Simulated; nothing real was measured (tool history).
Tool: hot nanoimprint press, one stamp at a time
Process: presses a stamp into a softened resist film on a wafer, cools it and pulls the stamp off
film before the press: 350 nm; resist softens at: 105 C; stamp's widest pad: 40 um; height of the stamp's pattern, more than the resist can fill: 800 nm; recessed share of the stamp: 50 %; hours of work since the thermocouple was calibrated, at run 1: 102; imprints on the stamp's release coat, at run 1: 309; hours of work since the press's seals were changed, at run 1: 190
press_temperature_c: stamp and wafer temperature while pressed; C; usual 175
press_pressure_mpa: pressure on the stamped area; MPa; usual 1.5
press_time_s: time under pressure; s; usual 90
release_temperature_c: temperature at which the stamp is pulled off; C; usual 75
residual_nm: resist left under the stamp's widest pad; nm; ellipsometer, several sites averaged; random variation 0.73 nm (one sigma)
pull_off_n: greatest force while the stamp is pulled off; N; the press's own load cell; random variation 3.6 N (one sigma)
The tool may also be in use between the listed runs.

run     day  press_temperature_c  press_pressure_mpa  press_time_s  release_temperature_c  hours of work since the thermocouple was calibrated  imprints on the stamp's release coat  hours of work since the press's seals were changed  residual_nm  pull_off_n
  1       0                  175                 1.5            90                     75                                                  102                                   309                                                 190        187.8         191
  2   0.392                  175                 1.5            90                     75                                                  109                                   345                                                 196        187.1         193
  3   0.792                  175                 1.5            90                     75                                                  116                                   382                                                 203        186.8         194
  4   1.296                  175                 1.3            90                     75                                                  124                                   428                                                 212        196.5         204
  5   1.925                  175                 1.3            90                     75                                                  135                                   487                                                 223        196.9         209
  6   2.371                  175                 1.3            90                     75                                                  143                                   528                                                 230        196.7         214
  7   2.929                  175                 1.3            90                     75                                                  152                                   579                                                 240        195.3         220
  8   3.304                  175                 1.5            90                     75                                                  159                                   614                                                 246        185.4         211
  9   3.867                  175                 1.5            90                     75                                                  168                                   666                                                 256        185.4         217
 10   4.421                  175                 1.5            90                     75                                                  178                                   717                                                 265        185.3         216
 11   4.725                  175                 1.5            90                     75                                                  183                                   745                                                 271        185.3         228
 12   5.196                  175                 1.5            90                     75                                                  191                                   788                                                 279        184.8         231
 13    5.55                  175                 1.5            90                     75                                                  197                                   821                                                 285        184.5         231
 14   5.929                  175                 1.5            86                     75                                                  203                                   856                                                 291        188.9         242
 15   6.596                  175                 1.5            90                     75                                                  215                                   917                                                 303        184.7         233
      7.321  -- stamp cleaned and given a new release coat
 16   7.517                  183                 1.5            59                     61                                                  226                                    18                                                 314        162.2         204
 17   8.133                  170                1.45           132                     77                                                  237                                    75                                                 325        196.3         166
 18   8.804                  170                1.45           132                     77                                                  248                                   137                                                 336        195.5         173
 19   9.317                  170                1.45           132                     77                                                  257                                   184                                                 345        196.4         180
 20   9.988                  175                 1.5            73                     75                                                  268                                   246                                                 356        197.3         185
 21    10.5                  182                1.56            78                     79                                                  277                                   294                                                 365        147.5         174
 22   11.05                  182                1.73           129                     79                                                  287                                   344                                                 374        113.7         174
 23  11.417                  182                1.73           129                     79                                                  293                                   378                                                 381        114.7         179
 24  12.092                  180                2.08            90                     75                                                  304                                   441                                                 392        132.3         195
 25  12.462                  176                 1.5            90                     75                                                  311                                   475                                                 399        177.3         203
 26      13                  175                 1.5            90                     74                                                  320                                   524                                                 408        181.7         208
 27  13.379                  175                 1.5            93                     75                                                  326                                   559                                                 414        180.8         205
 28  14.021                  180                 1.5            69                     81                                                  337                                   618                                                 425        167.3         195
 29  14.671                  180                1.85           102                     81                                                  348                                   678                                                 436        130.6         193
 30  14.946                  180                1.85           102                     81                                                  353                                   704                                                 441        131.4         195

The same runs without the tool's hidden state, with the same run-to-run variation:
The hidden state here: true temperature over the reading, C; pressure that arrives at the usual setting, %; grip of the stamp's worn release coat, % over a new coat's; drift of the gauge itself on residual_nm, %; drift of the gauge itself on pull_off_n, %.
run  residual_nm  pull_off_n
  1        190.1         170
  2        189.5         169
  3        189.4         167
  4        199.4         173
  5          200         174
  6          200         174
  7        198.7         176
  8        188.8         167
  9          189         168
 10          189         164
 11        189.1         172
 12        188.8         172
 13        188.6         169
 14        193.2         176
 15        189.2         166
 16          166         205
 17        201.7         163
 18        201.1         166
 19        202.2         170
 20        202.7         170
 21        151.9         156
 22        117.3         154
 23        118.4         156
 24        136.3         166
 25        183.3         171
 26          188         172
 27        187.2         167
 28        173.2         156
 29        135.5         152
 30        136.3         151
